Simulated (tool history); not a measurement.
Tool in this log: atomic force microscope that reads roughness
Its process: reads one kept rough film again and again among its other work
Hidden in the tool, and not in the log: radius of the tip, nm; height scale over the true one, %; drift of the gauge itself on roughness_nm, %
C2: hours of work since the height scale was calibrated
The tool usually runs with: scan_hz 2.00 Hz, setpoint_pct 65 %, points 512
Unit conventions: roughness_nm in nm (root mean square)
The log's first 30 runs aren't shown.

run 31 day=30.296 | scan_hz=2.00 setpoint_pct=69 points=575 | pictures_with_this_tip=162 C2=968 | roughness_nm=1.362
-- day=30.788 new tip fitted
run 32 day=31.121 | scan_hz=3.15 setpoint_pct=82 points=890 | pictures_with_this_tip=12 C2=981 | roughness_nm=1.246
run 33 day=31.821 | scan_hz=2.06 setpoint_pct=84 points=872 | pictures_with_this_tip=36 C2=993 | roughness_nm=1.282
run 34 day=32.638 | scan_hz=2.06 setpoint_pct=84 points=872 | pictures_with_this_tip=63 C2=1006 | roughness_nm=1.297
run 35 day=33.604 | scan_hz=1.81 setpoint_pct=85 points=714 | pictures_with_this_tip=96 C2=1022 | roughness_nm=1.299
run 36 day=34.192 | scan_hz=1.68 setpoint_pct=73 points=749 | pictures_with_this_tip=116 C2=1031 | roughness_nm=1.348
run 37 day=34.979 | scan_hz=1.68 setpoint_pct=73 points=749 | pictures_with_this_tip=143 C2=1044 | roughness_nm=1.360
run 38 day=35.567 | scan_hz=1.68 setpoint_pct=73 points=749 | pictures_with_this_tip=163 C2=1053 | roughness_nm=1.361
-- day=36.058 new tip fitted
run 39 day=36.329 | scan_hz=2.02 setpoint_pct=57 points=338 | pictures_with_this_tip=9 C2=1065 | roughness_nm=1.394
run 40 day=36.971 | scan_hz=1.77 setpoint_pct=65 points=512 | pictures_with_this_tip=31 C2=1076 | roughness_nm=1.386
run 41 day=37.912 | scan_hz=2.31 setpoint_pct=65 points=785 | pictures_with_this_tip=63 C2=1091 | roughness_nm=1.376
run 42 day=38.633 | scan_hz=2.00 setpoint_pct=89 points=896 | pictures_with_this_tip=87 C2=1102 | roughness_nm=1.263
run 43 day=39.979 | scan_hz=2.00 setpoint_pct=89 points=896 | pictures_with_this_tip=133 C2=1124 | roughness_nm=1.263
run 44 day=40.738 | scan_hz=2.00 setpoint_pct=65 points=922 | pictures_with_this_tip=159 C2=1136 | roughness_nm=1.372
-- day=41.346 new tip fitted
run 45 day=41.583 | scan_hz=2.00 setpoint_pct=65 points=922 | pictures_with_this_tip=8 C2=1150 | roughness_nm=1.385
-- day=41.692 height scale calibrated on a step standard
run 46 day=42.667 | scan_hz=2.00 setpoint_pct=65 points=922 | pictures_with_this_tip=44 C2=16 | roughness_nm=1.378
run 47 day=44.008 | scan_hz=1.48 setpoint_pct=65 points=512 | pictures_with_this_tip=90 C2=37 | roughness_nm=1.397

5 options for the next run, each taken on its own from the tool as it stands now. Forecast them:
run A day=44.950 | scan_hz=2.41 setpoint_pct=60 points=571 | pictures_with_this_tip=122 C2=53 | roughness_nm=?
run B day=44.950 | scan_hz=1.48 setpoint_pct=65 points=967 | pictures_with_this_tip=122 C2=53 | roughness_nm=?
run C day=44.950 | scan_hz=1.48 setpoint_pct=62 points=588 | pictures_with_this_tip=122 C2=53 | roughness_nm=?
run D day=44.950 | scan_hz=3.27 setpoint_pct=68 points=512 | pictures_with_this_tip=122 C2=53 | roughness_nm=?
run E day=44.950 | scan_hz=2.31 setpoint_pct=71 points=512 | pictures_with_this_tip=122 C2=53 | roughness_nm=?

run=A roughness_nm=1.375
run=B roughness_nm=1.401
run=C roughness_nm=1.397
run=D roughness_nm=1.329
run=E roughness_nm=1.352
The same runs, with their run-to-run variation unchanged, on a tool lacking any hidden condition would have given:
run=A roughness_nm=1.379
run=B roughness_nm=1.405
run=C roughness_nm=1.401
run=D roughness_nm=1.333
run=E roughness_nm=1.355
